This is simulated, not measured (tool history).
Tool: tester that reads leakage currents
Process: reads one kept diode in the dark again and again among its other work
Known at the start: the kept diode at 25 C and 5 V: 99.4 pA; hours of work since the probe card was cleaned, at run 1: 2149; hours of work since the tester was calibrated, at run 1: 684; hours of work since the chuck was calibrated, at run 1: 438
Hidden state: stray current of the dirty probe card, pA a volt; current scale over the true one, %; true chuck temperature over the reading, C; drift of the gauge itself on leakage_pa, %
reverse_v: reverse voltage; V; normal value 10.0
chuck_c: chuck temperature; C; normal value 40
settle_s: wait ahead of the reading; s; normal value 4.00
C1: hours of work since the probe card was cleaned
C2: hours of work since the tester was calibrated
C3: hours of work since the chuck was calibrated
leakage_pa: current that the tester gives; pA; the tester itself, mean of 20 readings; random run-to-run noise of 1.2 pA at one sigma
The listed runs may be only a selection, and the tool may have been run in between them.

run 1 hour=0.0 | reverse_v=10.0 chuck_c=40 settle_s=4.00 | C1=2149 C2=684 C3=438 | leakage_pa=411.78
run 2 hour=42.2 | reverse_v=10.0 chuck_c=40 settle_s=4.00 | C1=2170 C2=705 C3=459 | leakage_pa=412.85
run 3 hour=78.4 | reverse_v=7.0 chuck_c=40 settle_s=4.00 | C1=2188 C2=724 C3=478 | leakage_pa=350.50
run 4 hour=123.2 | reverse_v=7.0 chuck_c=40 settle_s=4.00 | C1=2211 C2=746 C3=500 | leakage_pa=350.02
run 5 hour=144.1 | reverse_v=7.0 chuck_c=40 settle_s=4.00 | C1=2221 C2=757 C3=511 | leakage_pa=348.74
run 6 hour=167.4 | reverse_v=7.0 chuck_c=40 settle_s=4.00 | C1=2233 C2=768 C3=522 | leakage_pa=350.60
run 7 hour=211.0 | reverse_v=10.0 chuck_c=50 settle_s=4.00 | C1=2255 C2=790 C3=544 | leakage_pa=805.95
run 8 hour=252.4 | reverse_v=10.0 chuck_c=50 settle_s=4.00 | C1=2276 C2=811 C3=565 | leakage_pa=805.20
run 9 hour=293.5 | reverse_v=10.0 chuck_c=50 settle_s=4.00 | C1=2296 C2=832 C3=586 | leakage_pa=805.10
run 10 hour=333.4 | reverse_v=10.0 chuck_c=50 settle_s=4.00 | C1=2317 C2=852 C3=606 | leakage_pa=808.28
run 11 hour=365.5 | reverse_v=10.0 chuck_c=40 settle_s=0.58 | C1=2333 C2=868 C3=622 | leakage_pa=409.04
run 12 hour=392.8 | reverse_v=10.0 chuck_c=40 settle_s=4.00 | C1=2346 C2=882 C3=636 | leakage_pa=407.21
run 13 hour=437.9 | reverse_v=10.0 chuck_c=40 settle_s=4.00 | C1=2369 C2=905 C3=659 | leakage_pa=407.76
run 14 hour=466.0 | reverse_v=10.0 chuck_c=40 settle_s=4.00 | C1=2383 C2=919 C3=673 | leakage_pa=406.66
run 15 hour=500.2 | reverse_v=10.0 chuck_c=40 settle_s=4.00 | C1=2400 C2=936 C3=690 | leakage_pa=407.82
run 16 hour=521.3 | reverse_v=10.0 chuck_c=40 settle_s=4.00 | C1=2411 C2=947 C3=700 | leakage_pa=406.82
run 17 hour=543.4 | reverse_v=10.0 chuck_c=40 settle_s=4.00 | C1=2422 C2=958 C3=712 | leakage_pa=405.83
run 18 hour=566.5 | reverse_v=13.8 chuck_c=40 settle_s=4.00 | C1=2434 C2=969 C3=723 | leakage_pa=467.14
run 19 hour=595.1 | reverse_v=10.0 chuck_c=40 settle_s=4.00 | C1=2448 C2=984 C3=738 | leakage_pa=403.94
run 20 hour=621.2 | reverse_v=10.0 chuck_c=40 settle_s=4.00 | C1=2461 C2=997 C3=751 | leakage_pa=403.29
run 21 hour=648.8 | reverse_v=16.9 chuck_c=40 settle_s=4.00 | C1=2475 C2=1011 C3=765 | leakage_pa=510.56
run 22 hour=692.1 | reverse_v=6.6 chuck_c=40 settle_s=4.00 | C1=2497 C2=1032 C3=786 | leakage_pa=335.08
run 23 hour=714.7 | reverse_v=6.6 chuck_c=40 settle_s=0.48 | C1=2508 C2=1044 C3=798 | leakage_pa=336.36
run 24 hour=735.1 | reverse_v=6.6 chuck_c=48 settle_s=0.60 | C1=2519 C2=1054 C3=808 | leakage_pa=583.18
run 25 hour=755.1 | reverse_v=6.6 chuck_c=48 settle_s=0.60 | C1=2529 C2=1064 C3=818 | leakage_pa=579.22
run 26 hour=783.6 | reverse_v=16.9 chuck_c=36 settle_s=0.34 | C1=2543 C2=1078 C3=832 | leakage_pa=396.63
-- hour=789.1 probe card cleaned and baked
run 27 hour=826.5 | reverse_v=16.9 chuck_c=36 settle_s=0.34 | C1=19 C2=1099 C3=852 | leakage_pa=407.22
run 28 hour=872.4 | reverse_v=1.9 chuck_c=56 settle_s=0.40 | C1=42 C2=1122 C3=876 | leakage_pa=572.10
-- hour=894.7 probe card cleaned and baked, once more
run 29 hour=905.2 | reverse_v=1.9 chuck_c=56 settle_s=6.15 | C1=5 C2=1137 C3=891 | leakage_pa=569.08
run 30 hour=943.1 | reverse_v=19.4 chuck_c=38 settle_s=4.00 | C1=24 C2=1156 C3=910 | leakage_pa=444.44
run 31 hour=975.4 | reverse_v=16.3 chuck_c=40 settle_s=4.00 | C1=41 C2=1172 C3=926 | leakage_pa=477.54
run 32 hour=1002.2 | reverse_v=16.3 chuck_c=40 settle_s=4.00 | C1=54 C2=1185 C3=939 | leakage_pa=477.36
run 33 hour=1042.0 | reverse_v=3.7 chuck_c=23 settle_s=4.00 | C1=74 C2=1205 C3=959 | leakage_pa=68.91
run 34 hour=1084.8 | reverse_v=3.7 chuck_c=23 settle_s=4.00 | C1=96 C2=1227 C3=981 | leakage_pa=69.05
run 35 hour=1112.2 | reverse_v=3.7 chuck_c=23 settle_s=4.00 | C1=109 C2=1241 C3=995 | leakage_pa=68.76
run 36 hour=1139.3 | reverse_v=8.2 chuck_c=35 settle_s=0.65 | C1=123 C2=1254 C3=1008 | leakage_pa=247.33
run 37 hour=1171.4 | reverse_v=7.7 chuck_c=48 settle_s=6.24 | C1=139 C2=1271 C3=1024 | leakage_pa=600.29
run 38 hour=1203.4 | reverse_v=7.7 chuck_c=48 settle_s=6.24 | C1=155 C2=1287 C3=1041 | leakage_pa=601.69
run 39 hour=1249.1 | reverse_v=11.9 chuck_c=40 settle_s=6.24 | C1=178 C2=1310 C3=1064 | leakage_pa=411.82
run 40 hour=1280.8 | reverse_v=3.7 chuck_c=36 settle_s=0.73 | C1=194 C2=1326 C3=1079 | leakage_pa=186.85

What if the next run were any one of these 4? Each begins from the tool's condition after run 40:
run A hour=1318.4 | reverse_v=1.9 chuck_c=36 settle_s=0.73 | C1=213 C2=1345 C3=1098 | leakage_pa=?
run B hour=1318.4 | reverse_v=3.7 chuck_c=36 settle_s=1.06 | C1=213 C2=1345 C3=1098 | leakage_pa=?
run C hour=1318.4 | reverse_v=10.0 chuck_c=38 settle_s=4.00 | C1=213 C2=1345 C3=1098 | leakage_pa=?
run D hour=1318.4 | reverse_v=8.9 chuck_c=36 settle_s=0.73 | C1=213 C2=1345 C3=1098 | leakage_pa=?

run=A leakage_pa=139.59
run=B leakage_pa=186.63
run=C leakage_pa=330.33
run=D leakage_pa=274.15
Had the tool no hidden state, the same runs would have come out as:
run=A leakage_pa=151.98
run=B leakage_pa=203.03
run=C leakage_pa=358.56
run=D leakage_pa=297.65
